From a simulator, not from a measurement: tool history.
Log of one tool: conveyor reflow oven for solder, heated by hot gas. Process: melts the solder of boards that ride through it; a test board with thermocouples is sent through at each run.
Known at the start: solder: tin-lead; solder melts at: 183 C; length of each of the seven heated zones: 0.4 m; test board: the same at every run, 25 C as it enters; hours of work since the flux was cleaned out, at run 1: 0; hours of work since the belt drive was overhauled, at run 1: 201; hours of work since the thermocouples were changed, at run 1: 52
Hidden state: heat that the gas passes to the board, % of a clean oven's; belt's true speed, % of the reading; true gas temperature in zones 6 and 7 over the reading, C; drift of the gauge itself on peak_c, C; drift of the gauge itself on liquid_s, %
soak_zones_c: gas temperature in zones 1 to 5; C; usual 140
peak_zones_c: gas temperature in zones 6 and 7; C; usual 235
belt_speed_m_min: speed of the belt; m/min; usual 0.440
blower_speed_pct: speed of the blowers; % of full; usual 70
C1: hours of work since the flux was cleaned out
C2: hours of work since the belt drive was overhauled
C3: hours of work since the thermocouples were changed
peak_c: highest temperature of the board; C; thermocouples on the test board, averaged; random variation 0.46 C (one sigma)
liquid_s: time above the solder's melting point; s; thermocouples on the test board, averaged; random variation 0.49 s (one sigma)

run 1 hour=0.0 | soak_zones_c=140 peak_zones_c=235 belt_speed_m_min=0.440 blower_speed_pct=70 | C1=0 C2=201 C3=52 | peak_c=225.2 liquid_s=91.5
run 2 hour=35.2 | soak_zones_c=140 peak_zones_c=235 belt_speed_m_min=0.440 blower_speed_pct=70 | C1=28 C2=229 C3=80 | peak_c=225.2 liquid_s=93.0
run 3 hour=71.2 | soak_zones_c=140 peak_zones_c=235 belt_speed_m_min=0.440 blower_speed_pct=70 | C1=56 C2=257 C3=108 | peak_c=226.3 liquid_s=92.6
run 4 hour=105.5 | soak_zones_c=131 peak_zones_c=235 belt_speed_m_min=0.440 blower_speed_pct=70 | C1=83 C2=284 C3=136 | peak_c=223.9 liquid_s=87.5
run 5 hour=139.6 | soak_zones_c=131 peak_zones_c=235 belt_speed_m_min=0.440 blower_speed_pct=70 | C1=110 C2=311 C3=163 | peak_c=225.0 liquid_s=87.2
run 6 hour=163.8 | soak_zones_c=131 peak_zones_c=235 belt_speed_m_min=0.440 blower_speed_pct=70 | C1=130 C2=330 C3=182 | peak_c=224.5 liquid_s=87.6
run 7 hour=201.0 | soak_zones_c=131 peak_zones_c=235 belt_speed_m_min=0.440 blower_speed_pct=70 | C1=159 C2=360 C3=211 | peak_c=224.2 liquid_s=87.5
run 8 hour=241.5 | soak_zones_c=131 peak_zones_c=235 belt_speed_m_min=0.440 blower_speed_pct=70 | C1=191 C2=392 C3=243 | peak_c=223.3 liquid_s=86.7
-- hour=255.9 flux residue cleaned out of gas plates and filters
run 9 hour=278.7 | soak_zones_c=140 peak_zones_c=235 belt_speed_m_min=0.440 blower_speed_pct=70 | C1=18 C2=417 C3=269 | peak_c=224.8 liquid_s=91.3
run 10 hour=314.3 | soak_zones_c=140 peak_zones_c=235 belt_speed_m_min=0.440 blower_speed_pct=70 | C1=46 C2=446 C3=297 | peak_c=224.0 liquid_s=92.6
run 11 hour=354.1 | soak_zones_c=140 peak_zones_c=235 belt_speed_m_min=0.440 blower_speed_pct=70 | C1=78 C2=477 C3=328 | peak_c=224.4 liquid_s=91.8
run 12 hour=404.1 | soak_zones_c=140 peak_zones_c=235 belt_speed_m_min=0.440 blower_speed_pct=70 | C1=117 C2=517 C3=368 | peak_c=224.7 liquid_s=91.5
run 13 hour=457.4 | soak_zones_c=140 peak_zones_c=235 belt_speed_m_min=0.440 blower_speed_pct=70 | C1=159 C2=559 C3=410 | peak_c=224.8 liquid_s=91.7
-- hour=514.2 flux residue cleaned out of gas plates and filters
run 14 hour=514.2 | soak_zones_c=140 peak_zones_c=235 belt_speed_m_min=0.440 blower_speed_pct=70 | C1=0 C2=600 C3=451 | peak_c=225.8 liquid_s=92.2
run 15 hour=562.8 | soak_zones_c=140 peak_zones_c=235 belt_speed_m_min=0.440 blower_speed_pct=70 | C1=39 C2=638 C3=490 | peak_c=225.1 liquid_s=92.5
run 16 hour=611.6 | soak_zones_c=147 peak_zones_c=226 belt_speed_m_min=0.488 blower_speed_pct=62 | C1=77 C2=677 C3=528 | peak_c=214.9 liquid_s=76.2
run 17 hour=642.4 | soak_zones_c=147 peak_zones_c=226 belt_speed_m_min=0.488 blower_speed_pct=62 | C1=101 C2=701 C3=552 | peak_c=214.5 liquid_s=76.3
run 18 hour=698.3 | soak_zones_c=140 peak_zones_c=235 belt_speed_m_min=0.440 blower_speed_pct=70 | C1=146 C2=746 C3=597 | peak_c=224.6 liquid_s=92.0
run 19 hour=727.0 | soak_zones_c=144 peak_zones_c=235 belt_speed_m_min=0.440 blower_speed_pct=70 | C1=168 C2=768 C3=619 | peak_c=225.1 liquid_s=94.3
run 20 hour=753.6 | soak_zones_c=140 peak_zones_c=235 belt_speed_m_min=0.488 blower_speed_pct=79 | C1=190 C2=789 C3=641 | peak_c=222.8 liquid_s=81.0
-- hour=772.2 flux residue cleaned out of gas plates and filters
run 21 hour=815.9 | soak_zones_c=140 peak_zones_c=235 belt_speed_m_min=0.488 blower_speed_pct=79 | C1=35 C2=835 C3=686 | peak_c=223.4 liquid_s=81.2
-- hour=846.3 belt drive overhauled, speed set with a stopwatch
run 22 hour=856.0 | soak_zones_c=140 peak_zones_c=235 belt_speed_m_min=0.488 blower_speed_pct=79 | C1=63 C2=8 C3=714 | peak_c=223.3 liquid_s=81.6
run 23 hour=889.2 | soak_zones_c=140 peak_zones_c=235 belt_speed_m_min=0.488 blower_speed_pct=52 | C1=89 C2=34 C3=741 | peak_c=219.2 liquid_s=77.8
run 24 hour=935.0 | soak_zones_c=140 peak_zones_c=246 belt_speed_m_min=0.488 blower_speed_pct=84 | C1=126 C2=70 C3=777 | peak_c=234.3 liquid_s=89.4
run 25 hour=986.7 | soak_zones_c=140 peak_zones_c=246 belt_speed_m_min=0.465 blower_speed_pct=84 | C1=167 C2=111 C3=818 | peak_c=235.9 liquid_s=93.8
run 26 hour=1017.8 | soak_zones_c=140 peak_zones_c=235 belt_speed_m_min=0.374 blower_speed_pct=63 | C1=191 C2=136 C3=842 | peak_c=227.5 liquid_s=111.7
-- hour=1035.3 flux residue cleaned out of gas plates and filters
run 27 hour=1074.2 | soak_zones_c=143 peak_zones_c=246 belt_speed_m_min=0.440 blower_speed_pct=70 | C1=31 C2=176 C3=883 | peak_c=235.7 liquid_s=101.0
run 28 hour=1124.5 | soak_zones_c=143 peak_zones_c=246 belt_speed_m_min=0.440 blower_speed_pct=70 | C1=71 C2=216 C3=923 | peak_c=236.0 liquid_s=101.5
-- hour=1162.9 thermocouples of zones 6 and 7 changed
run 29 hour=1180.0 | soak_zones_c=143 peak_zones_c=246 belt_speed_m_min=0.392 blower_speed_pct=70 | C1=113 C2=258 C3=14 | peak_c=238.8 liquid_s=115.0

Forecast each of these 5 alternatives for the next run:
run A hour=1212.7 | soak_zones_c=139 peak_zones_c=235 belt_speed_m_min=0.440 blower_speed_pct=70 | C1=139 C2=284 C3=39 | peak_c=? liquid_s=?
run B hour=1212.7 | soak_zones_c=142 peak_zones_c=246 belt_speed_m_min=0.392 blower_speed_pct=90 | C1=139 C2=284 C3=39 | peak_c=? liquid_s=?
run C hour=1212.7 | soak_zones_c=150 peak_zones_c=242 belt_speed_m_min=0.392 blower_speed_pct=70 | C1=139 C2=284 C3=39 | peak_c=? liquid_s=?
run D hour=1212.7 | soak_zones_c=136 peak_zones_c=246 belt_speed_m_min=0.377 blower_speed_pct=57 | C1=139 C2=284 C3=39 | peak_c=? liquid_s=?
run E hour=1212.7 | soak_zones_c=140 peak_zones_c=244 belt_speed_m_min=0.428 blower_speed_pct=64 | C1=139 C2=284 C3=39 | peak_c=? liquid_s=?

run=A peak_c=225.5 liquid_s=91.6
run=B peak_c=239.5 liquid_s=116.8
run=C peak_c=235.8 liquid_s=116.5
run=D peak_c=236.7 liquid_s=115.6
run=E peak_c=233.2 liquid_s=101.3
Without the tool's hidden state the same runs would have given:
run=A peak_c=225.5 liquid_s=91.6
run=B peak_c=239.6 liquid_s=116.8
run=C peak_c=235.8 liquid_s=116.5
run=D peak_c=236.7 liquid_s=115.6
run=E peak_c=233.2 liquid_s=101.3

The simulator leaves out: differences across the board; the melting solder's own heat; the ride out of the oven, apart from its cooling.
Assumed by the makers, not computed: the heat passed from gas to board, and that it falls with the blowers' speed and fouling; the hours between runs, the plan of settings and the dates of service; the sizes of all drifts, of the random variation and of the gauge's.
